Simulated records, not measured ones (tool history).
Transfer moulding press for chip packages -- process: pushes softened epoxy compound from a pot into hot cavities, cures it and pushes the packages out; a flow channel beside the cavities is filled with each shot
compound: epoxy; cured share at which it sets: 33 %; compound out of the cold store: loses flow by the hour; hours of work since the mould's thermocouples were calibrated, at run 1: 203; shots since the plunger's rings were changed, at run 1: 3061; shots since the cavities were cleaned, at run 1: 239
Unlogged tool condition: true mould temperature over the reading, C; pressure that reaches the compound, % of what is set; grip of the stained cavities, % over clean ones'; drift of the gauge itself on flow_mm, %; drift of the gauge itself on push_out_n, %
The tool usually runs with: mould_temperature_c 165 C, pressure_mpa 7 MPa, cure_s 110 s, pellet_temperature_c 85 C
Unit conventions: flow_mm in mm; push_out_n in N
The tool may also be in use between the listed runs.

run	day	mould_temperature_c	pressure_mpa	cure_s	pellet_temperature_c	hours of work since the mould's thermocouples were calibrated	shots since the plunger's rings were changed	shots since the cavities were cleaned	incoming compound's hours out of the cold store	flow_mm	push_out_n
1	0	165	7	110	85	203	3061	239	39.7	861	421
2	0.388	165	7	110	85	209	3157	335	20.4	897	440
3	0.904	165	7	110	85	218	3286	464	18.1	916	442
4	1.225	165	7	110	85	223	3367	545	10.9	947	461
5	1.708	165	7	110	85	230	3486	664	23.6	898	434
6	2.25	165	7	110	85	239	3622	800	39.8	851	419
# day 2.583: plunger's sealing rings changed
7	2.938	165	7	110	85	248	88	945	31.6	898	448
8	3.325	165	7	110	85	254	185	1042	30.3	878	435
# day 3.525: cavities cleaned with cleaning compound and waxed
9	3.804	165	7	110	85	261	289	70	17.8	915	437
10	4.233	165	7	110	85	268	395	176	40.1	868	446
11	4.542	165	7	110	85	273	472	253	46.9	844	436
12	4.908	165	7	110	79	278	563	344	14.8	916	459
13	5.204	165	7.1	110	85	283	637	418	28.6	886	437
14	5.467	165	7	110	85	287	702	483	16.6	908	461
15	5.983	169	8.33	121	77	296	831	612	40.3	923	343
16	6.321	169	8.33	121	77	301	916	697	17.9	977	354
17	6.892	169	8.33	105	93	310	1057	838	41.3	921	379
18	7.212	161	8.33	110	94	315	1137	918	41.8	956	568
19	7.733	161	8.33	110	94	323	1267	1048	35.3	967	584
# day 7.888: cavities cleaned with cleaning compound and waxed
20	8.171	161	8.33	110	94	329	1361	71	23.6	1004	575
21	8.762	161	8.33	110	88	339	1508	218	21.8	992	572
22	9.354	165	8.72	121	86	348	1656	366	28.9	997	378
23	9.771	169	7	110	85	355	1759	469	16.6	906	367
24	10.35	171	6.98	110	85	364	1903	613	38.7	840	350
25	10.612	171	8.44	115	85	368	1969	679	30.4	944	346
26	11.004	164	7.99	110	85	374	2066	776	19.6	976	496
27	11.492	164	7.99	110	85	382	2188	898	29.7	950	473

Across each entry between runs, compare the hidden state at the last listed run before it with the hidden state at the first listed run after it:
After run 6, before run 7: plunger's sealing rings changed (day 2.583)
  pressure that reaches the compound, % of what is set: 99.87 -> 99.99; grip of the stained cavities, % over clean ones': 1.4 -> 1.5
After run 8, before run 9: cavities cleaned with cleaning compound and waxed (day 3.525)
  grip of the stained cavities, % over clean ones': 1.5 -> 0.3
After run 19, before run 20: cavities cleaned with cleaning compound and waxed (day 7.888)
  pressure that reaches the compound, % of what is set: 99.95 -> 99.94; grip of the stained cavities, % over clean ones': 1.5 -> 0.3
